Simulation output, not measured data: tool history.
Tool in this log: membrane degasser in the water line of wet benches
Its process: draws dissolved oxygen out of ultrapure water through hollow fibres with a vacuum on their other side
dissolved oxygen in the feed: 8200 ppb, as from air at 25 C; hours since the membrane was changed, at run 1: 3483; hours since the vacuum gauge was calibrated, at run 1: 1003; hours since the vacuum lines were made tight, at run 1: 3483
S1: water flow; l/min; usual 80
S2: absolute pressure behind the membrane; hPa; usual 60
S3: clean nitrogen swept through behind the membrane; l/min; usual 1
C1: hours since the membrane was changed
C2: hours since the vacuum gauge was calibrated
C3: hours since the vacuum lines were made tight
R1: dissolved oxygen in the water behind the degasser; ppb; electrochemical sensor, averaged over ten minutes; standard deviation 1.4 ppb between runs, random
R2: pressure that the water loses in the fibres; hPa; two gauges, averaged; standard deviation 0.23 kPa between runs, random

| run | hour | S1 | S2 | S3 | C1 | C2 | C3 | R1 | R2 |
|---|---|---|---|---|---|---|---|---|---|
| 1 | 0 | 80 | 60 | 1 | 3483 | 1003 | 3483 | 372.1 | 599.7 |
| 2 | 156 | 80 | 60 | 0.53 | 3639 | 1159 | 3639 | 537.2 | 597.7 |
| 3 | 237 | 80 | 60 | 0.53 | 3720 | 1240 | 3720 | 539.3 | 595.8 |
| 4 | 338.5 | 80 | 49.1 | 1 | 3822 | 1341 | 3822 | 237.9 | 597.8 |
| 5 | 431.3 | 80 | 49.1 | 1 | 3914 | 1434 | 3914 | 236.2 | 601.2 |
| 6 | 539.5 | 80 | 49.1 | 1 | 4023 | 1542 | 4023 | 238 | 599.6 |
|  | 556.3 | vacuum gauge calibrated |
| 7 | 728.2 | 80 | 49.1 | 1 | 4211 | 172 | 4211 | 245.5 | 602.2 |
| 8 | 902.8 | 78 | 60 | 1 | 4385 | 346 | 4385 | 374.9 | 587.2 |
| 9 | 1047.8 | 78 | 144 | 0.85 | 4530 | 491 | 4530 | 1455 | 586.4 |
| 10 | 1156.7 | 78 | 144 | 0.85 | 4639 | 600 | 4639 | 1448.3 | 587.9 |
|  | 1245.7 | vacuum gauge calibrated, once more |
| 11 | 1338 | 78 | 104.3 | 0.85 | 4820 | 92 | 4820 | 968.3 | 586.3 |
| 12 | 1465.2 | 86 | 40.2 | 1 | 4947 | 219 | 4947 | 117.9 | 646.9 |
| 13 | 1646.3 | 78 | 118.1 | 1 | 5128 | 401 | 5128 | 1027 | 589 |
| 14 | 1784.2 | 73 | 85.7 | 2.26 | 5266 | 539 | 5266 | 349.9 | 547.1 |
| 15 | 1879.9 | 73 | 85.7 | 2.26 | 5362 | 634 | 5362 | 352.3 | 547.7 |

The logged runs with the hidden state left out (each run's random variation unchanged):
Hidden state present: membrane still open, %; true pressure behind the membrane over the reading, kPa; air that leaks in behind the membrane, l/min; drift of the gauge itself on oxygen_ppb, %; drift of the gauge itself on loss_of_pressure_kpa, %.
| run | R1 | R2 |
|---|---|---|
| 1 | 364.4 | 589.8 |
| 2 | 527.4 | 587.3 |
| 3 | 529.2 | 585.2 |
| 4 | 228.7 | 586.9 |
| 5 | 226.9 | 590.1 |
| 6 | 228.3 | 588.1 |
| 7 | 229.5 | 590.1 |
| 8 | 359.6 | 574.9 |
| 9 | 1444.1 | 573.8 |
| 10 | 1437.3 | 574.9 |
| 11 | 974.1 | 572.9 |
| 12 | 120.2 | 631.7 |
| 13 | 1031.1 | 574.7 |
| 14 | 350 | 533.4 |
| 15 | 352.3 | 533.6 |

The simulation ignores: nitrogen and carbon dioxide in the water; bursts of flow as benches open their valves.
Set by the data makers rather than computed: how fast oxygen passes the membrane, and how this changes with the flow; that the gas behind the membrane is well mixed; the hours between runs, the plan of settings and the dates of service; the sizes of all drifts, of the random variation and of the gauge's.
